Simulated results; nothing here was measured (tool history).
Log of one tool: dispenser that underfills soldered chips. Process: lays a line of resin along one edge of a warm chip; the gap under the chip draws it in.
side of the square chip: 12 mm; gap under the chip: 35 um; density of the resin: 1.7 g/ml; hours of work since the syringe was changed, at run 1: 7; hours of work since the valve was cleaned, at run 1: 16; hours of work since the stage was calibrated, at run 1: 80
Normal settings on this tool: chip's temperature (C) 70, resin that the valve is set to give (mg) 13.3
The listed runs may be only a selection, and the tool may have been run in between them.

run	hour	chip's temperature (C)	resin that the valve is set to give (mg)	hours of work since the syringe was changed	hours of work since the valve was cleaned	hours of work since the stage was calibrated	time until the resin shows at the far edge (s)	resin that the valve gave (mg)
1	0.0	70	13.3	7	16	80	201.8	13.12
# hour 0.7: new syringe of resin
2	4.6	70	13.3	3	20	84	178.1	13.11
# hour 9.9: new syringe of resin
3	11.5	70	13.3	1	25	89	162.5	13.00
4	18.2	70	13.3	6	30	94	203.3	13.01
# hour 18.9: new syringe of resin
5	25.5	70	13.3	5	35	99	194.9	12.88
# hour 27.9: new syringe of resin
6	30.4	70	13.3	2	39	103	172.6	12.83
7	35.9	70	13.3	6	43	107	203.6	12.76
# hour 37.1: new syringe of resin
8	40.7	70	15.8	3	47	110	169.6	15.14
# hour 46.4: new syringe of resin
9	46.4	70	13.3	0	51	114	157.9	12.69
# hour 50.8: dispensing valve cleaned and set on the balance
10	53.8	70	13.3	5	2	119	193.2	13.29
# hour 56.3: new syringe of resin
11	58.6	70	13.3	2	6	123	172.0	13.29
12	64.7	70	13.3	6	10	127	208.2	13.10
# hour 65.3: new syringe of resin
13	68.5	70	13.3	2	13	130	169.7	13.18
14	73.9	70	13.3	7	17	134	202.9	13.10
# hour 74.6: new syringe of resin
15	78.8	70	13.3	3	21	138	181.8	12.99
# hour 83.7: new syringe of resin
16	86.5	70	13.3	2	26	144	172.4	12.98
17	91.8	70	16.2	6	31	148	201.7	15.75
# hour 93.2: new syringe of resin
18	96.6	63	15.2	3	34	151	239.2	14.71
19	100.9	75	11.6	6	37	154	164.8	11.26
# hour 102.2: new syringe of resin
20	107.0	81	16.4	4	42	159	110.5	15.73
# hour 111.3: new syringe of resin
21	113.9	64	14.5	2	47	164	218.8	13.86
22	119.0	67	17.3	6	51	168	228.5	16.46
# hour 120.4: new syringe of resin
# hour 123.4: dispensing valve cleaned and set on the balance
23	125.6	65	11.8	3	2	172	226.9	11.81
24	128.9	80	16.2	6	4	174	122.9	16.18
# hour 130.4: new syringe of resin
25	133.7	80	16.2	3	8	178	108.3	16.13
26	138.0	80	16.2	6	11	181	126.0	16.04
# hour 139.3: new syringe of resin
27	141.4	64	13.6	2	13	184	220.9	13.49
28	147.1	80	14.9	6	18	188	127.0	14.60
# hour 148.3: new syringe of resin
29	154.2	68	12.8	5	23	193	209.1	12.59
# hour 157.7: new syringe of resin
30	159.4	60	13.6	1	27	197	266.1	13.26
31	164.7	74	14.9	5	31	201	161.4	14.49
# hour 166.8: new syringe of resin
32	170.9	84	13.0	3	35	205	98.9	12.62
# hour 176.0: new syringe of resin
33	178.1	84	13.0	2	41	211	92.2	12.50
34	182.6	84	13.0	5	44	214	107.9	12.49

Some steps in time until the resin shows at the far edge (s) between neighbouring runs. How much of each would the tool show without its hidden state too (settings, what came in, random variation), and how much is left for the hidden state, with any gauge scatter that isn't in both results?
The tool's hidden condition here consists of: resin's viscosity, % of fresh resin's; dose that the valve gives, % of what is set; true chip temperature over the reading, C; drift of the gauge itself on fill_s, %; drift of the gauge itself on given_mg, %.
Run 3 -> 4: nothing adjusted, nothing logged. time until the resin shows at the far edge (s) +40.8: hidden state +39.1, all else +1.7.
Run 11 -> 12: nothing adjusted, nothing logged. time until the resin shows at the far edge (s) +36.2: hidden state +36.6, all else -0.4.
Run 12 -> 13: new syringe of resin. time until the resin shows at the far edge (s) -38.5: hidden state -35.7, all else -2.8.
Run 20 -> 21: chip's temperature (C) 81 -> 64, resin that the valve is set to give (mg) 16.4 -> 14.5, new syringe of resin. time until the resin shows at the far edge (s) +108.3: hidden state +1.7, all else +106.6.
Run 23 -> 24: chip's temperature (C) 65 -> 80, resin that the valve is set to give (mg) 11.8 -> 16.2. time until the resin shows at the far edge (s) -104.0: hidden state -1.6, all else -102.4.
Run 30 -> 31: chip's temperature (C) 60 -> 74, resin that the valve is set to give (mg) 13.6 -> 14.9. time until the resin shows at the far edge (s) -104.7: hidden state +16.5, all else -121.2.

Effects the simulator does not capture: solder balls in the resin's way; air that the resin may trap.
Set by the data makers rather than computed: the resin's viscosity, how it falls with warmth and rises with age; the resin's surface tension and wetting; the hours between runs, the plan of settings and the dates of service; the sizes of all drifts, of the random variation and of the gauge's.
